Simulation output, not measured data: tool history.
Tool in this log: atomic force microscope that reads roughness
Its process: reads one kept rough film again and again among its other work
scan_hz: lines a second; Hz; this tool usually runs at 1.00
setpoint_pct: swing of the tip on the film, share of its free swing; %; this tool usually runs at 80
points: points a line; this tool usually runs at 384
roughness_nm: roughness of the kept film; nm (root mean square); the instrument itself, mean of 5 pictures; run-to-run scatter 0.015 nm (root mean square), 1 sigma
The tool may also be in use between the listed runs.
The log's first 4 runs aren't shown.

run	hour	scan_hz	setpoint_pct	points	roughness_nm
5	114.3	1.00	63	384	3.579
6	144.3	1.00	63	384	3.386
# hour 148.2: new tip fitted
7	162.4	1.00	63	384	3.787
8	187.4	1.00	86	384	3.397
9	219.5	1.00	57	384	3.409
# hour 223.1: new tip fitted
10	255.6	1.00	57	384	3.665
11	293.8	1.00	57	384	3.422
# hour 296.3: new tip fitted
12	320.5	1.00	57	384	3.686
13	354.7	1.00	57	384	3.492
# hour 370.5: new tip fitted
14	386.6	1.00	59	384	3.795
15	424.8	1.00	59	384	3.511
# hour 443.1: new tip fitted
16	444.5	1.00	59	384	3.886
17	478.5	1.00	59	384	3.620
18	498.9	1.00	59	384	3.476
# hour 515.5: new tip fitted
19	535.3	1.00	67	384	3.675
20	569.3	1.81	63	384	3.385
21	585.8	0.74	63	279	3.332
# hour 589.0: new tip fitted
22	616.1	0.59	70	266	3.649
23	634.7	0.59	70	266	3.529
24	656.7	1.43	70	597	3.327
# hour 662.4: new tip fitted
25	685.4	0.66	80	384	3.613
26	722.3	1.91	88	301	3.000
# hour 734.6: new tip fitted
27	742.1	1.62	88	364	3.385
28	762.3	0.62	59	265	3.671

Run 29 has not been measured yet. What should we expect?
29	779.9	2.07	59	265	?

Run 29 produced roughness_nm 3.452 nm (root mean square).
With the hidden condition absent and the run-to-run variation left alone, this run would have shown roughness_nm 3.786 nm (root mean square).
